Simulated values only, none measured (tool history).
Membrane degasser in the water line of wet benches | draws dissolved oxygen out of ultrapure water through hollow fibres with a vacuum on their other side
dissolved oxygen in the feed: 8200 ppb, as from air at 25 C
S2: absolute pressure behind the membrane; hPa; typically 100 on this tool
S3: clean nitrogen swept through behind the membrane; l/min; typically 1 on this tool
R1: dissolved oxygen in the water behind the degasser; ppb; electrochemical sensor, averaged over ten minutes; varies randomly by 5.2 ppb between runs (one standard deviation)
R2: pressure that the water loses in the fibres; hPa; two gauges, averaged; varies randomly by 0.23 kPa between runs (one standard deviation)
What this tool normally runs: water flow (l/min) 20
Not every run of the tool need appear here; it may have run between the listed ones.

Run 1, day 0: usual settings. Result: R1 597.1 ppb, R2 632.8 hPa.
Run 2, day 10.2: usual settings but S3 1.1 l/min. Result: R1 579.3 ppb, R2 634.1 hPa.
At day 12.496: membrane cartridge changed.
At day 12.579: seals of the vacuum lines changed.
Run 3, day 22.329: usual settings but water flow (l/min) 31, S3 1.1 l/min. Result: R1 756.9 ppb, R2 906.2 hPa.
Run 4, day 31.504: usual settings but S2 88 hPa. Result: R1 474.1 ppb, R2 583.3 hPa.
Run 5, day 43.138: usual settings but S2 88 hPa. Result: R1 469.2 ppb, R2 583.8 hPa.
Run 6, day 52.3: usual settings but S2 88 hPa. Result: R1 479.9 ppb, R2 584.7 hPa.
Run 7, day 67.808: usual settings. Result: R1 525.5 ppb, R2 584.4 hPa.
Run 8, day 77.921: usual settings but S2 79 hPa. Result: R1 459.3 ppb, R2 591.4 hPa.
At day 88.308: vacuum gauge calibrated.
Run 9, day 88.308: usual settings but S2 79 hPa. Result: R1 445.9 ppb, R2 589.8 hPa.
Run 10, day 99.967: usual settings but S2 79 hPa. Result: R1 443.4 ppb, R2 590.9 hPa.
Run 11, day 113.321: usual settings. Result: R1 528.7 ppb, R2 592.1 hPa.
Run 12, day 125.583: usual settings. Result: R1 530.2 ppb, R2 591.4 hPa.
Run 13, day 136.771: usual settings but S2 106 hPa. Result: R1 563 ppb, R2 589.7 hPa.
Run 14, day 143.3: usual settings. Result: R1 531.6 ppb, R2 596.7 hPa.
Run 15, day 151.433: usual settings but S2 193 hPa, S3 0.5 l/min. Result: R1 1329.7 ppb, R2 593.1 hPa.
Run 16, day 162.288: usual settings but water flow (l/min) 16, S2 91 hPa, S3 0.5 l/min. Result: R1 559.5 ppb, R2 478.8 hPa.
Run 17, day 175.158: usual settings but water flow (l/min) 14, S2 142 hPa, S3 0.62 l/min. Result: R1 665.1 ppb, R2 417.2 hPa.
Run 18, day 184.921: usual settings but water flow (l/min) 23, S2 142 hPa, S3 0.75 l/min. Result: R1 941 ppb, R2 688.1 hPa.
Run 19, day 198.229: usual settings but water flow (l/min) 23, S2 142 hPa, S3 0.75 l/min. Result: R1 955.7 ppb, R2 695.7 hPa.
Run 20, day 207.425: usual settings but water flow (l/min) 16, S2 68 hPa, S3 1.78 l/min. Result: R1 277.3 ppb, R2 482.1 hPa.
Run 21, day 217.4: usual settings but water flow (l/min) 21, S2 128 hPa, S3 0.51 l/min. Result: R1 975.6 ppb, R2 633.4 hPa.
Run 22, day 231.333: usual settings but water flow (l/min) 14, S2 123 hPa, S3 2.87 l/min. Result: R1 279.5 ppb, R2 426.5 hPa.
Run 23, day 240.8: usual settings but water flow (l/min) 14, S2 123 hPa, S3 2.87 l/min. Result: R1 280.1 ppb, R2 424 hPa.
At day 248.162: seals of the vacuum lines changed.
Run 24, day 251.221: usual settings but water flow (l/min) 14, S2 61 hPa, S3 2.82 l/min. Result: R1 210.2 ppb, R2 427.3 hPa.
Run 25, day 262.954: usual settings but water flow (l/min) 14, S2 61 hPa, S3 2.82 l/min. Result: R1 212.8 ppb, R2 426.7 hPa.
Run 26, day 275.946: usual settings but water flow (l/min) 31, S2 61 hPa, S3 0.4 l/min. Result: R1 823.2 ppb, R2 940.2 hPa.
Run 27, day 290.546: usual settings but water flow (l/min) 23, S2 115 hPa, S3 1.31 l/min. Result: R1 638.7 ppb, R2 703 hPa.
Run 28, day 304.958: usual settings but water flow (l/min) 15, S2 169 hPa, S3 2.21 l/min. Result: R1 417.4 ppb, R2 459.8 hPa.

3 options for the next run, each taken on its own from the tool as it stands now. Forecast them:
Run A, day 319.188: usual settings but water flow (l/min) 28, S2 121 hPa, S3 0.61 l/min. Result: R1 ?, R2 ?.
Run B, day 319.188: usual settings but water flow (l/min) 15, S2 61 hPa, S3 2.21 l/min. Result: R1 ?, R2 ?.
Run C, day 319.188: usual settings but water flow (l/min) 15, S2 118 hPa. Result: R1 ?, R2 ?.

run      R1     R2
  A  1110.3  861.1
  B     250  460.7
  C   484.8  459.6
What these runs would have given with no unlogged condition in the tool:
run      R1     R2
  A  1041.5  812.3
  B   207.5  434.6
  C   440.7  433.5
